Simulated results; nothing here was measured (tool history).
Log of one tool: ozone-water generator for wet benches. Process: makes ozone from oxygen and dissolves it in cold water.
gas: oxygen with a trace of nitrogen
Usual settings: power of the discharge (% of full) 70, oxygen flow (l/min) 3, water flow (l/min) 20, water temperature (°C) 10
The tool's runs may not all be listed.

run    hour  power of the discharge (% of full)  oxygen flow (l/min)  water flow (l/min)  water temperature (°C)  dissolved ozone (ppm)  ozone in the gas ahead of the water (g/m3)
  1       0                                  70                    3                  20                      10                    8.7                                       140.8
  2    48.1                                  70                 2.74                  20                      10                    8.8                                       149.3
  3    81.2                                  70                 2.74                  20                      10                    8.5                                         148
  4   153.8                                  70                 2.74                  20                      10                    8.7                                       148.1
  5   191.5                                  70                 2.74                  20                      10                    8.8                                         149
  6     231                                  70                 2.74                  20                      10                    8.6                                       149.5
  7     266                                  70                 2.74                  20                      10                    8.7                                       147.9
  8   313.2                                  70                    3                  20                      17                    8.4                                       141.1
  9   350.9                                  70                    3                  20                      17                    8.3                                       141.6
 10     393                                  70                    3                  20                      10                    8.8                                       141.2
 11   451.6                                  70                    3                  20                      10                    8.8                                       140.5
 12   488.1                                  70                    3                  20                      10                    8.8                                         142
 13   547.7                                  70                    3                  20                      10                    8.9                                       142.4
 14   599.5                                  70                    3                  20                      10                    8.8                                       139.2
      626.8  -- water thermometer calibrated
 15   657.1                                  70                    3                  20                      10                    8.8                                       141.4
 16   720.9                                  70                 4.77                  20                      10                    9.3                                       110.4
 17   792.5                                  85                 4.89                  20                      10                   11.1                                       125.9
 18   857.2                                  87                 5.06                  15                      10                   14.2                                       126.8
 19   889.1                                  70                    3                  20                      13                    8.6                                         141
 20   954.2                                  70                    3                  20                      13                    8.4                                       139.9
 21     999                                  70                 3.22                  13                      13                   12.8                                       136.9
 22  1036.7                                  94                 3.17                  20                      12                   10.9                                       173.3
 23  1098.2                                  94                 3.17                  20                      12                   10.9                                       171.9
 24  1153.9                                  70                 4.52                  19                      10                    9.5                                       113.5
 25  1194.5                                  70                 3.41                  19                      10                    9.5                                       132.7
 26  1228.7                                  70                 2.43                  15                      10                   11.2                                       159.2
 27  1293.6                                  75                 1.97                  32                      11                      5                                       187.1
 28  1343.1                                  70                    3                  20                      11                    8.7                                       140.2
 29  1386.5                                  70                 2.52                  21                       5                    8.2                                       154.5
 30    1460                                  70                    3                  12                       9                   14.3                                       140.2
 31  1534.5                                  70                    3                  12                       9                   14.3                                       141.5
 32  1610.1                                  98                 2.02                  20                       8                   10.3                                       225.6

4 ways to go on from here, each from the tool as it stands after run 32. What would each give?
  A  1673.6                                  99                 2.85                  20                       8                      ?                                           ?
  B  1673.6                                  70                    3                  20                       8                      ?                                           ?
  C  1673.6                                  98                 2.02                  20                      12                      ?                                           ?
  D  1673.6                                  98                 1.67                  20                       8                      ?                                           ?

run  dissolved ozone (ppm)  ozone in the gas ahead of the water (g/m3)
  A                   11.4                                       190.6
  B                    9.1                                       140.6
  C                   10.2                                       223.6
  D                    9.9                                         250
Without the tool's hidden state the same runs would have given:
run  dissolved ozone (ppm)  ozone in the gas ahead of the water (g/m3)
  A                   11.4                                       190.7
  B                    9.1                                       140.6
  C                   10.2                                       223.8
  D                    9.9                                       250.2
